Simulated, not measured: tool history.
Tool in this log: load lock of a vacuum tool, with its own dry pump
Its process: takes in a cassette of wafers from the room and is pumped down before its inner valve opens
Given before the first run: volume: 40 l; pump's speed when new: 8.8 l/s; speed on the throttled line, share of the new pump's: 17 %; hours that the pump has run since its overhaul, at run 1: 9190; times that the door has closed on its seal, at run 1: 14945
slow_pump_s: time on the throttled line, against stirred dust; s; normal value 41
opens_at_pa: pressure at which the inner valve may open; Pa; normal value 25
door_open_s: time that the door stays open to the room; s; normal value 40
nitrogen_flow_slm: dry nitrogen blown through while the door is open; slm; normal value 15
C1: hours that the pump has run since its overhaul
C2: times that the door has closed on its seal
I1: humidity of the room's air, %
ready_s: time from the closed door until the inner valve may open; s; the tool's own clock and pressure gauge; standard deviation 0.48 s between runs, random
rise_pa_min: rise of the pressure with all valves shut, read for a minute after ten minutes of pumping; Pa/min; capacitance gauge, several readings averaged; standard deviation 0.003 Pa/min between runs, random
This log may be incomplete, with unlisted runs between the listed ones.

{"run": 1, "day": 0.0, "slow_pump_s": 41, "opens_at_pa": 25, "door_open_s": 40, "nitrogen_flow_slm": 15, "C1": 9190, "C2": 14945, "I1": 46.6, "ready_s": 71.9, "rise_pa_min": 0.017}
{"run": 2, "day": 17.162, "slow_pump_s": 41, "opens_at_pa": 25, "door_open_s": 40, "nitrogen_flow_slm": 15, "C1": 9602, "C2": 16867, "I1": 45.5, "ready_s": 71.9, "rise_pa_min": 0.02}
{"run": 3, "day": 26.079, "slow_pump_s": 41, "opens_at_pa": 25, "door_open_s": 40, "nitrogen_flow_slm": 15, "C1": 9816, "C2": 17865, "I1": 41.5, "ready_s": 71.6, "rise_pa_min": 0.019}
{"run": 4, "day": 44.75, "slow_pump_s": 41, "opens_at_pa": 25, "door_open_s": 40, "nitrogen_flow_slm": 15, "C1": 10264, "C2": 19956, "I1": 45.9, "ready_s": 71.7, "rise_pa_min": 0.021}
{"run": 5, "day": 63.504, "slow_pump_s": 41, "opens_at_pa": 25, "door_open_s": 40, "nitrogen_flow_slm": 15, "C1": 10714, "C2": 22056, "I1": 46.4, "ready_s": 71.7, "rise_pa_min": 0.018}
{"run": 6, "day": 81.179, "slow_pump_s": 41, "opens_at_pa": 25, "door_open_s": 40, "nitrogen_flow_slm": 15, "C1": 11139, "C2": 24034, "I1": 46, "ready_s": 72.9, "rise_pa_min": 0.025}
{"run": 7, "day": 93.454, "slow_pump_s": 41, "opens_at_pa": 25, "door_open_s": 40, "nitrogen_flow_slm": 15, "C1": 11433, "C2": 25409, "I1": 43.2, "ready_s": 72.1, "rise_pa_min": 0.026}
{"run": 8, "day": 112.021, "slow_pump_s": 41, "opens_at_pa": 25, "door_open_s": 40, "nitrogen_flow_slm": 15, "C1": 11879, "C2": 27488, "I1": 43.6, "ready_s": 72.1, "rise_pa_min": 0.018}
{"run": 9, "day": 120.017, "slow_pump_s": 41, "opens_at_pa": 25, "door_open_s": 40, "nitrogen_flow_slm": 15, "C1": 12071, "C2": 28383, "I1": 44.9, "ready_s": 72.7, "rise_pa_min": 0.021}
{"run": 10, "day": 134.096, "slow_pump_s": 41, "opens_at_pa": 25, "door_open_s": 40, "nitrogen_flow_slm": 27, "C1": 12409, "C2": 29959, "I1": 48.7, "ready_s": 72.2, "rise_pa_min": 0.012}
{"run": 11, "day": 146.033, "slow_pump_s": 41, "opens_at_pa": 25, "door_open_s": 40, "nitrogen_flow_slm": 5, "C1": 12695, "C2": 31296, "I1": 44.3, "ready_s": 71.4, "rise_pa_min": 0.029}
{"run": 12, "day": 159.112, "slow_pump_s": 41, "opens_at_pa": 25, "door_open_s": 40, "nitrogen_flow_slm": 15, "C1": 13009, "C2": 32760, "I1": 47.9, "ready_s": 70.9, "rise_pa_min": 0.024}
{"run": 13, "day": 169.721, "slow_pump_s": 41, "opens_at_pa": 25, "door_open_s": 40, "nitrogen_flow_slm": 15, "C1": 13264, "C2": 33948, "I1": 45.2, "ready_s": 72.2, "rise_pa_min": 0.026}
{"run": 14, "day": 180.729, "slow_pump_s": 41, "opens_at_pa": 25, "door_open_s": 40, "nitrogen_flow_slm": 15, "C1": 13528, "C2": 35180, "I1": 44.8, "ready_s": 72.5, "rise_pa_min": 0.022}
{"run": 15, "day": 197.238, "slow_pump_s": 74, "opens_at_pa": 22, "door_open_s": 46, "nitrogen_flow_slm": 8, "C1": 13924, "C2": 37028, "I1": 47.9, "ready_s": 100.6, "rise_pa_min": 0.033}
{"run": 16, "day": 206.267, "slow_pump_s": 48, "opens_at_pa": 44, "door_open_s": 155, "nitrogen_flow_slm": 14, "C1": 14141, "C2": 38040, "I1": 44, "ready_s": 75.5, "rise_pa_min": 0.048}
{"run": 17, "day": 219.742, "slow_pump_s": 21, "opens_at_pa": 33, "door_open_s": 150, "nitrogen_flow_slm": 35, "C1": 14464, "C2": 39548, "I1": 43.6, "ready_s": 53.8, "rise_pa_min": 0.032}
{"run": 18, "day": 237.746, "slow_pump_s": 37, "opens_at_pa": 25, "door_open_s": 40, "nitrogen_flow_slm": 15, "C1": 14896, "C2": 41564, "I1": 45.2, "ready_s": 69.2, "rise_pa_min": 0.023}
{"run": 19, "day": 255.633, "slow_pump_s": 37, "opens_at_pa": 25, "door_open_s": 40, "nitrogen_flow_slm": 15, "C1": 15326, "C2": 43567, "I1": 42, "ready_s": 68, "rise_pa_min": 0.019}
{"run": 20, "day": 274.033, "slow_pump_s": 41, "opens_at_pa": 25, "door_open_s": 48, "nitrogen_flow_slm": 14, "C1": 15767, "C2": 45627, "I1": 41.3, "ready_s": 72, "rise_pa_min": 0.03}
{"run": 21, "day": 287.683, "slow_pump_s": 41, "opens_at_pa": 25, "door_open_s": 48, "nitrogen_flow_slm": 14, "C1": 16095, "C2": 47155, "I1": 44.8, "ready_s": 72.5, "rise_pa_min": 0.022}
{"run": 22, "day": 305.992, "slow_pump_s": 41, "opens_at_pa": 26, "door_open_s": 48, "nitrogen_flow_slm": 8, "C1": 16534, "C2": 49205, "I1": 46.3, "ready_s": 72.2, "rise_pa_min": 0.032}
{"run": 23, "day": 321.725, "slow_pump_s": 40, "opens_at_pa": 25, "door_open_s": 40, "nitrogen_flow_slm": 30, "C1": 16912, "C2": 50966, "I1": 45.1, "ready_s": 71.6, "rise_pa_min": 0.021}
{"run": 24, "day": 340.117, "slow_pump_s": 41, "opens_at_pa": 25, "door_open_s": 45, "nitrogen_flow_slm": 15, "C1": 17353, "C2": 53026, "I1": 48.4, "ready_s": 73, "rise_pa_min": 0.025}
{"run": 25, "day": 349.946, "slow_pump_s": 21, "opens_at_pa": 26, "door_open_s": 123, "nitrogen_flow_slm": 34, "C1": 17589, "C2": 54126, "I1": 43.7, "ready_s": 55.1, "rise_pa_min": 0.028}
{"day": 351.204, "done": "dry pump taken out, an overhauled one fitted"}
{"run": 26, "day": 364.342, "slow_pump_s": 28, "opens_at_pa": 18, "door_open_s": 118, "nitrogen_flow_slm": 37, "C1": 315, "C2": 55710, "I1": 43.8, "ready_s": 62.7, "rise_pa_min": 0.032}

Hidden state at the last listed run before each entry between runs and at the first one after, where it differs:
From run 25 to run 26: dry pump taken out, an overhauled one fitted (day 351.204)
  no difference in the tool's unlogged condition between these two runs
